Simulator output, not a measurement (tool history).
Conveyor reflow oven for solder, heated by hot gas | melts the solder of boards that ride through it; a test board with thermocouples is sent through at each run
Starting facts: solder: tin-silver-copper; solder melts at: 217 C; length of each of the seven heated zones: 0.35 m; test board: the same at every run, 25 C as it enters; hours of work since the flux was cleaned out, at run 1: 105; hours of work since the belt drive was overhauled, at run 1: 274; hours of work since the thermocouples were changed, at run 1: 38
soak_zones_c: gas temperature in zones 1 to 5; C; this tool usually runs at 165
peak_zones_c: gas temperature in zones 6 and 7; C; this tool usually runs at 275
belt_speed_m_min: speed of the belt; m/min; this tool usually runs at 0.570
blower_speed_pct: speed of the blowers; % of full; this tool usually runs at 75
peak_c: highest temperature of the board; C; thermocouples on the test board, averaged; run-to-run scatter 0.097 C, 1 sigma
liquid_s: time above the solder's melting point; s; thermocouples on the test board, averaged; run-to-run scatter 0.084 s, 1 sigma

run   hour  soak_zones_c  peak_zones_c  belt_speed_m_min  blower_speed_pct  hours of work since the flux was cleaned out  hours of work since the belt drive was overhauled  hours of work since the thermocouples were changed  peak_c  liquid_s
  1    0.0           165           275             0.570                75                                           105                                                274                                                  38  251.74     50.74
  2    4.8           165           275             0.570                75                                           109                                                277                                                  41  251.69     50.88
  3   13.9           165           275             0.570                75                                           114                                                283                                                  47  251.63     50.74
  4   17.8           165           275             0.570                75                                           117                                                286                                                  50  251.50     50.74
  5   22.1           165           275             0.570                75                                           120                                                289                                                  52  251.74     50.63
  6   26.9           165           275             0.570                75                                           123                                                292                                                  55  251.51     50.83
  7   31.5           165           275             0.570                75                                           126                                                295                                                  58  251.55     50.88
  8   36.1           179           275             0.570                75                                           129                                                298                                                  61  254.29     57.57
  9   43.7           179           275             0.570                75                                           134                                                303                                                  66  254.54     57.46
 10   51.3           179           275             0.570                75                                           139                                                308                                                  71  254.38     57.52
 11   56.7           179           275             0.570                75                                           142                                                311                                                  75  254.38     57.56
 12   62.1           179           284             0.570                75                                           146                                                315                                                  78  261.76     61.91
 13   68.3           165           272             0.570                75                                           150                                                319                                                  82  249.05     48.75
      73.8  -- flux residue cleaned out of gas plates and filters
 14   77.6           167           268             0.570                75                                             2                                                321                                                  85  245.06     45.81
 15   86.8           150           275             0.550                57                                             8                                                327                                                  91  243.16     40.02
 16   92.4           150           264             0.574                55                                            12                                                331                                                  95  231.64     25.09
 17   99.2           155           275             0.570                59                                            17                                                335                                                  99  243.40     39.66
 18  107.7           155           275             0.570                59                                            22                                                341                                                 105  243.32     39.75
     120.5  -- flux residue cleaned out of gas plates and filters, once more
 19  122.3           165           275             0.570                59                                             1                                                347                                                 111  248.29     47.35
 20  130.2           165           266             0.570                59                                             6                                                352                                                 116  240.96     40.79
 21  139.2           165           266             0.570                59                                            12                                                358                                                 122  240.96     40.67
 22  148.2           165           266             0.570                59                                            18                                                364                                                 128  241.07     40.59
 23  157.9           170           283             0.570                75                                            24                                                370                                                 134  260.24     58.03
 24  167.0           170           283             0.570                75                                            30                                                376                                                 140  260.08     58.12
 25  172.8           165           283             0.570                63                                            34                                                380                                                 144  255.64     53.34
 26  181.4           165           283             0.570                63                                            40                                                386                                                 149  255.75     53.29

Consider 4 possible next runs. They are alternatives, not a sequence: every one starts from the tool as it was left by run 26. What does each give?
  A  187.9           165           275             0.570                84                                            44                                                390                                                 154       ?         ?
  B  187.9           165           278             0.660                74                                            44                                                390                                                 154       ?         ?
  C  187.9           165           285             0.465                75                                            44                                                390                                                 154       ?         ?
  D  187.9           160           275             0.570                62                                            44                                                390                                                 154       ?         ?

run  peak_c  liquid_s
  A  254.52     53.37
  B  248.11     40.46
  C  268.52     76.16
  D  247.76     45.80
Stripped of hidden state, with their random variation kept, the same runs would have yielded:
run  peak_c  liquid_s
  A  255.00     53.42
  B  248.64     40.65
  C  268.91     75.92
  D  248.18     45.92
